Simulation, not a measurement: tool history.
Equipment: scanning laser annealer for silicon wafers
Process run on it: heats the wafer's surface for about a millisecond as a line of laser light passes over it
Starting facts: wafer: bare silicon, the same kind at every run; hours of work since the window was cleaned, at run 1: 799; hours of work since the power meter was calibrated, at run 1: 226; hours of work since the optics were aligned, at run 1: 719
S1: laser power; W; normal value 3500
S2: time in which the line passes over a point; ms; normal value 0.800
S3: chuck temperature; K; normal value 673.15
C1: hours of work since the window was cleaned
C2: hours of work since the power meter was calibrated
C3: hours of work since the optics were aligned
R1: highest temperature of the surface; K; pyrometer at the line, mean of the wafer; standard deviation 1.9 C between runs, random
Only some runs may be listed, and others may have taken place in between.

Run 1, day 0.000: usual settings; C1 799; C2 226; C3 719. Result: R1 1442.15 K.
Run 2, day 0.454: usual settings; C1 807; C2 234; C3 727. Result: R1 1445.15 K.
Run 3, day 0.912: usual settings but S2 0.862 ms; C1 816; C2 243; C3 736. Result: R1 1470.15 K.
Run 4, day 1.521: usual settings but S2 0.862 ms; C1 828; C2 255; C3 748. Result: R1 1473.15 K.
Run 5, day 2.004: usual settings but S2 0.862 ms; C1 837; C2 264; C3 757. Result: R1 1469.15 K.
Run 6, day 2.329: usual settings but S1 3045 W, S2 0.862 ms; C1 843; C2 270; C3 763. Result: R1 1372.15 K.
Run 7, day 2.825: usual settings but S1 3045 W, S2 0.862 ms; C1 853; C2 279; C3 772. Result: R1 1370.15 K.
Run 8, day 3.488: usual settings but S1 3045 W, S2 0.862 ms, S3 674.15 K; C1 865; C2 292; C3 785. Result: R1 1372.15 K.
Run 9, day 4.046: usual settings but S1 3045 W, S2 0.862 ms, S3 674.15 K; C1 876; C2 303; C3 796. Result: R1 1371.15 K.
Run 10, day 4.458: usual settings; C1 884; C2 311; C3 804. Result: R1 1438.15 K.
Run 11, day 4.796: usual settings; C1 890; C2 317; C3 810. Result: R1 1440.15 K.
Run 12, day 5.433: usual settings but S3 670.15 K; C1 902; C2 329; C3 822. Result: R1 1436.15 K.
Run 13, day 5.708: usual settings but S3 670.15 K; C1 907; C2 334; C3 827. Result: R1 1433.15 K.
At day 6.454: optics aligned, line set to its width.
Run 14, day 6.542: usual settings but S2 0.796 ms, S3 670.15 K; C1 919; C2 346; C3 2. Result: R1 1447.15 K.
Run 15, day 7.008: usual settings but S2 0.796 ms, S3 670.15 K; C1 928; C2 355; C3 11. Result: R1 1443.15 K.
Run 16, day 7.521: usual settings; C1 938; C2 365; C3 20. Result: R1 1450.15 K.
Run 17, day 7.912: usual settings; C1 945; C2 372; C3 28. Result: R1 1447.15 K.
Run 18, day 8.267: usual settings; C1 952; C2 379; C3 35. Result: R1 1451.15 K.
Run 19, day 8.825: usual settings; C1 963; C2 390; C3 45. Result: R1 1445.15 K.
Run 20, day 9.108: usual settings but S3 669.15 K; C1 968; C2 395; C3 51. Result: R1 1445.15 K.
Run 21, day 9.483: usual settings but S1 3560 W, S2 0.564 ms; C1 975; C2 402; C3 58. Result: R1 1338.15 K.
Run 22, day 9.929: usual settings but S1 3478 W, S2 0.797 ms, S3 668.15 K; C1 984; C2 411; C3 66. Result: R1 1438.15 K.
Run 23, day 10.238: usual settings but S1 3599 W, S2 0.660 ms; C1 990; C2 417; C3 72. Result: R1 1396.15 K.
Run 24, day 10.758: usual settings but S1 3356 W, S2 0.907 ms; C1 1000; C2 427; C3 82. Result: R1 1460.15 K.
At day 10.888: window over the wafer cleaned.
Run 25, day 11.146: usual settings but S1 3356 W, S2 0.907 ms; C1 5; C2 432; C3 88. Result: R1 1491.15 K.
Run 26, day 11.767: usual settings but S1 3356 W, S2 0.907 ms; C1 17; C2 444; C3 100. Result: R1 1494.15 K.
Run 27, day 12.425: usual settings but S1 3618 W, S2 0.775 ms, S3 680.15 K; C1 29; C2 457; C3 112. Result: R1 1495.15 K.
Run 28, day 12.929: usual settings but S1 3618 W, S2 0.779 ms, S3 680.15 K; C1 39; C2 466; C3 122. Result: R1 1496.15 K.
Run 29, day 13.471: usual settings but S1 3788 W, S2 0.679 ms, S3 667.15 K; C1 49; C2 477; C3 132. Result: R1 1461.15 K.
Run 30, day 13.842: usual settings but S1 3337 W, S2 0.679 ms, S3 689.15 K; C1 56; C2 484; C3 139. Result: R1 1398.15 K.
Run 31, day 14.388: usual settings but S1 3337 W, S2 0.679 ms, S3 689.15 K; C1 67; C2 494; C3 150. Result: R1 1395.15 K.
Run 32, day 14.992: usual settings but S1 3337 W, S2 0.679 ms, S3 689.15 K; C1 78; C2 506; C3 161. Result: R1 1396.15 K.
Run 33, day 15.604: usual settings but S1 3337 W, S2 0.679 ms, S3 689.15 K; C1 90; C2 517; C3 173. Result: R1 1396.15 K.
Run 34, day 16.154: usual settings but S1 3324 W, S2 0.645 ms, S3 713.15 K; C1 100; C2 528; C3 183. Result: R1 1398.15 K.

Expected results for the next run?
Run 35, day 16.583: usual settings but S1 3324 W, S2 0.948 ms, S3 641.15 K; C1 108; C2 536; C3 191. Result: R1 ?.

Run 35 came out at R1 1470.15 K.
Were there no unlogged condition in the tool, this run, its random variation unchanged, would have produced R1 1483.15 K.

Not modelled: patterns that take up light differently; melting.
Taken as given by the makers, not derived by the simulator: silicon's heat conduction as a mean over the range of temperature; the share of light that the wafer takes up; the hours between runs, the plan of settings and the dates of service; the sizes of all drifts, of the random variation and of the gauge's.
